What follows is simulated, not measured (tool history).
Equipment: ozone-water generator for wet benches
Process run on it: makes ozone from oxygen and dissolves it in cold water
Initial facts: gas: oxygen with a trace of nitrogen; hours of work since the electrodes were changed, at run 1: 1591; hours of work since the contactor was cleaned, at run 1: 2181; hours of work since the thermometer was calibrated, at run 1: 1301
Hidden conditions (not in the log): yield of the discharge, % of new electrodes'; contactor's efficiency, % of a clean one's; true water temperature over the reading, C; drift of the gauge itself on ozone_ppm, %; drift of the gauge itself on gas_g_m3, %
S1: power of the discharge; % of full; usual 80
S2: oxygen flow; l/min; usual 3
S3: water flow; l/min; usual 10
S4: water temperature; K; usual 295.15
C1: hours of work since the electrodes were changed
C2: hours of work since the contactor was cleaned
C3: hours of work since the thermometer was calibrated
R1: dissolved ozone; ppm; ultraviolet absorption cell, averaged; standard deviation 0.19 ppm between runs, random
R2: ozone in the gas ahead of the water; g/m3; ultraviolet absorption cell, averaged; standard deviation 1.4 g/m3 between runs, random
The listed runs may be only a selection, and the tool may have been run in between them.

run 1 hour=0 | S1=80 S2=3 S3=10 S4=295.15 | C1=1591 C2=2181 C3=1301 | R1=25.9 R2=248.5
run 2 hour=37.9 | S1=80 S2=3 S3=10 S4=295.15 | C1=1627 C2=2216 C3=1337 | R1=25.5 R2=248
run 3 hour=90.2 | S1=80 S2=4.68 S3=10 S4=295.15 | C1=1676 C2=2266 C3=1386 | R1=24.4 R2=188.8
run 4 hour=130.3 | S1=80 S2=4.68 S3=10 S4=295.15 | C1=1714 C2=2304 C3=1424 | R1=24.1 R2=189.3
run 5 hour=165.3 | S1=80 S2=4.68 S3=10 S4=295.15 | C1=1747 C2=2337 C3=1457 | R1=24 R2=191.8
run 6 hour=201.7 | S1=54 S2=3 S3=10 S4=295.15 | C1=1782 C2=2371 C3=1492 | R1=20 R2=187.5
run 7 hour=271.2 | S1=54 S2=3 S3=10 S4=295.15 | C1=1847 C2=2437 C3=1558 | R1=19.9 R2=188.2
run 8 hour=302.8 | S1=80 S2=3 S3=10 S4=295.15 | C1=1877 C2=2467 C3=1587 | R1=25.5 R2=245.4
run 9 hour=368.5 | S1=80 S2=3 S3=10 S4=295.15 | C1=1939 C2=2529 C3=1649 | R1=25.4 R2=243.5
-- hour=374.3 water thermometer calibrated
run 10 hour=420.3 | S1=80 S2=3 S3=10 S4=295.15 | C1=1988 C2=2577 C3=43 | R1=25.4 R2=243
run 11 hour=474.2 | S1=80 S2=3 S3=10 S4=295.15 | C1=2039 C2=2628 C3=94 | R1=25.5 R2=244.3
run 12 hour=531.6 | S1=73 S2=3 S3=10 S4=288.15 | C1=2093 C2=2683 C3=149 | R1=26.4 R2=227.4

Forecast run 13:
run 13 hour=576.4 | S1=80 S2=2.22 S3=10 S4=290.15 | C1=2135 C2=2725 C3=191 | R1=? R2=?

Run 13 produced R1 27.8 ppm, R2 286.7 g/m3.
Had the tool carried no hidden state, the very same run would have given R1 29.9 ppm, R2 299.4 g/m3.

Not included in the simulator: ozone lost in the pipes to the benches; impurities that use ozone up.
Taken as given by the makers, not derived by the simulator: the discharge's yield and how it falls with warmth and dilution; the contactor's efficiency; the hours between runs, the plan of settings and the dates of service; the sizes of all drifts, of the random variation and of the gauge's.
